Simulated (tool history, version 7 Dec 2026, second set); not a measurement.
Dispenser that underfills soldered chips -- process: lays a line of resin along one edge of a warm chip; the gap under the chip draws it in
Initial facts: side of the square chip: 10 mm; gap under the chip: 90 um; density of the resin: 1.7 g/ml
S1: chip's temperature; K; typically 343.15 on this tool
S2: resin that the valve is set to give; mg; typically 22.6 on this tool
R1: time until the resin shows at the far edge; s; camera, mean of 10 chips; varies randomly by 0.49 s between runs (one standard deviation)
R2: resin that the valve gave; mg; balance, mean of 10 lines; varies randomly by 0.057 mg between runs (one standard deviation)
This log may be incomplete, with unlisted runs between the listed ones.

run 1 hour=0 | S1=343.15 S2=22.6 | R1=79.6 R2=21.83
-- hour=3.1 new syringe of resin
run 2 hour=4.9 | S1=347.15 S2=22.6 | R1=36.9 R2=21.65
run 3 hour=9.9 | S1=347.15 S2=22.6 | R1=50.6 R2=21.69
run 4 hour=13 | S1=331.15 S2=22.6 | R1=149.6 R2=21.6
-- hour=16.8 new syringe of resin
run 5 hour=19.1 | S1=331.15 S2=22.6 | R1=97.1 R2=21.64
run 6 hour=22.8 | S1=331.15 S2=27.6 | R1=118 R2=26.35
-- hour=27.6 dispensing valve cleaned and set on the balance
run 7 hour=30 | S1=331.15 S2=21.5 | R1=173.8 R2=21.58
-- hour=31.3 new syringe of resin
run 8 hour=34.9 | S1=331.15 S2=21.5 | R1=101.1 R2=21.39
run 9 hour=42 | S1=343.15 S2=22.6 | R1=78.4 R2=22.49
-- hour=44.7 new syringe of resin
run 10 hour=48.3 | S1=343.15 S2=22.6 | R1=53 R2=22.48
run 11 hour=55 | S1=343.15 S2=22.6 | R1=77.3 R2=22.39
-- hour=58 new syringe of resin
run 12 hour=58.5 | S1=341.15 S2=22.6 | R1=48.5 R2=22.35
run 13 hour=64.3 | S1=351.15 S2=22.6 | R1=40 R2=22.37
run 14 hour=69.5 | S1=336.15 S2=25.5 | R1=121.7 R2=25.13
-- hour=71.4 new syringe of resin
run 15 hour=75.1 | S1=333.15 S2=22.2 | R1=94.2 R2=21.9
run 16 hour=80.4 | S1=330.15 S2=22.2 | R1=155.1 R2=21.9
-- hour=85.1 new syringe of resin
run 17 hour=86.8 | S1=330.15 S2=22.2 | R1=98.9 R2=21.78
run 18 hour=90.7 | S1=356.15 S2=28.9 | R1=28.3 R2=28.28
run 19 hour=95.1 | S1=340.15 S2=22.8 | R1=92 R2=22.23
-- hour=98.4 new syringe of resin
run 20 hour=100 | S1=330.15 S2=20.5 | R1=99.2 R2=20.06
run 21 hour=105.1 | S1=344.15 S2=20.6 | R1=61.3 R2=20.12
run 22 hour=109.1 | S1=350.15 S2=25.8 | R1=53.3 R2=25.13
-- hour=111.9 new syringe of resin
run 23 hour=116 | S1=350.15 S2=25.8 | R1=36 R2=25.14
run 24 hour=122 | S1=357.15 S2=21.9 | R1=37.5 R2=21.13
-- hour=125.3 new syringe of resin
run 25 hour=127.3 | S1=351.15 S2=27.3 | R1=28.9 R2=26.34
run 26 hour=134.9 | S1=331.15 S2=20.3 | R1=149.4 R2=19.57

What if the next run were any one of these 3? Each begins from the tool's condition after run 26:
-- hour=138.7 new syringe of resin
run A hour=142.8 | S1=352.15 S2=24.7 | R1=? R2=?
-- hour=138.7 new syringe of resin
run B hour=142.8 | S1=354.15 S2=20.3 | R1=? R2=?
-- hour=138.7 new syringe of resin
run C hour=142.8 | S1=343.15 S2=27.3 | R1=? R2=?

run=A R1=32.6 R2=23.71
run=B R1=30.9 R2=19.45
run=C R1=53.8 R2=26.13
Without the tool's hidden state the same runs would have given:
run=A R1=23.5 R2=24.7
run=B R1=22.2 R2=20.25
run=C R1=38.8 R2=27.21
